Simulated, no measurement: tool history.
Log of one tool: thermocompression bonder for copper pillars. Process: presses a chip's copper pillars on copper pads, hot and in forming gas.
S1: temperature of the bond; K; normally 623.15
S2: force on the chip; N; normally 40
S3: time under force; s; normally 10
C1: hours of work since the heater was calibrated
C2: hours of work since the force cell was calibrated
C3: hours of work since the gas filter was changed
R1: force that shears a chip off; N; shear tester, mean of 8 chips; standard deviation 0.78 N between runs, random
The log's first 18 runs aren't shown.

{"run": 19, "hour": 782.0, "S1": 647.15, "S2": 26, "S3": 5, "C1": 911, "C2": 397, "C3": 34, "R1": 52.2}
{"run": 20, "hour": 833.1, "S1": 647.15, "S2": 26, "S3": 5, "C1": 932, "C2": 418, "C3": 55, "R1": 51.7}
{"run": 21, "hour": 871.2, "S1": 650.15, "S2": 27, "S3": 9, "C1": 948, "C2": 434, "C3": 70, "R1": 67.6}
{"run": 22, "hour": 925.9, "S1": 650.15, "S2": 27, "S3": 9, "C1": 970, "C2": 456, "C3": 93, "R1": 67.1}
{"run": 23, "hour": 973.4, "S1": 623.15, "S2": 37, "S3": 9, "C1": 990, "C2": 476, "C3": 113, "R1": 59.8}
{"run": 24, "hour": 1025.5, "S1": 623.15, "S2": 28, "S3": 9, "C1": 1011, "C2": 497, "C3": 134, "R1": 49.7}
{"hour": 1050.0, "done": "forming gas filter changed"}
{"run": 25, "hour": 1064.4, "S1": 623.15, "S2": 35, "S3": 14, "C1": 1027, "C2": 513, "C3": 6, "R1": 71.2}
{"run": 26, "hour": 1094.5, "S1": 640.15, "S2": 42, "S3": 18, "C1": 1039, "C2": 525, "C3": 18, "R1": 96.7}
{"run": 27, "hour": 1141.2, "S1": 640.15, "S2": 42, "S3": 18, "C1": 1059, "C2": 544, "C3": 38, "R1": 99.1}
{"run": 28, "hour": 1182.9, "S1": 640.15, "S2": 42, "S3": 10, "C1": 1076, "C2": 562, "C3": 55, "R1": 82.9}
{"run": 29, "hour": 1233.9, "S1": 640.15, "S2": 42, "S3": 10, "C1": 1097, "C2": 582, "C3": 76, "R1": 81.7}
{"run": 30, "hour": 1271.7, "S1": 624.15, "S2": 40, "S3": 5, "C1": 1112, "C2": 598, "C3": 91, "R1": 53.3}
{"run": 31, "hour": 1307.8, "S1": 624.15, "S2": 40, "S3": 5, "C1": 1127, "C2": 613, "C3": 106, "R1": 51.5}
{"run": 32, "hour": 1342.3, "S1": 644.15, "S2": 40, "S3": 7, "C1": 1141, "C2": 627, "C3": 120, "R1": 72.9}
{"run": 33, "hour": 1382.6, "S1": 608.15, "S2": 55, "S3": 10, "C1": 1158, "C2": 644, "C3": 137, "R1": 68.3}
{"hour": 1399.1, "done": "forming gas filter changed"}
{"run": 34, "hour": 1410.7, "S1": 608.15, "S2": 55, "S3": 10, "C1": 1169, "C2": 655, "C3": 5, "R1": 72.9}

Branching from run 34: 4 alternative next runs. What would each branch give?
{"hour": 1437.1, "done": "heater calibrated with a thermocouple chip"}
{"run": "A", "hour": 1453.4, "S1": 608.15, "S2": 33, "S3": 10, "C1": 7, "C2": 672, "C3": 22, "R1": "?"}
{"hour": 1437.1, "done": "heater calibrated with a thermocouple chip"}
{"run": "B", "hour": 1453.4, "S1": 627.15, "S2": 55, "S3": 10, "C1": 7, "C2": 672, "C3": 22, "R1": "?"}
{"hour": 1437.1, "done": "heater calibrated with a thermocouple chip"}
{"run": "C", "hour": 1453.4, "S1": 601.15, "S2": 57, "S3": 9, "C1": 7, "C2": 672, "C3": 22, "R1": "?"}
{"hour": 1437.1, "done": "heater calibrated with a thermocouple chip"}
{"run": "D", "hour": 1453.4, "S1": 625.15, "S2": 46, "S3": 15, "C1": 7, "C2": 672, "C3": 22, "R1": "?"}

run=A R1=45.4
run=B R1=78.0
run=C R1=56.8
run=D R1=78.8
What these runs would have given with no unlogged condition in the tool:
run=A R1=44.1
run=B R1=76.5
run=C R1=55.3
run=D R1=77.3
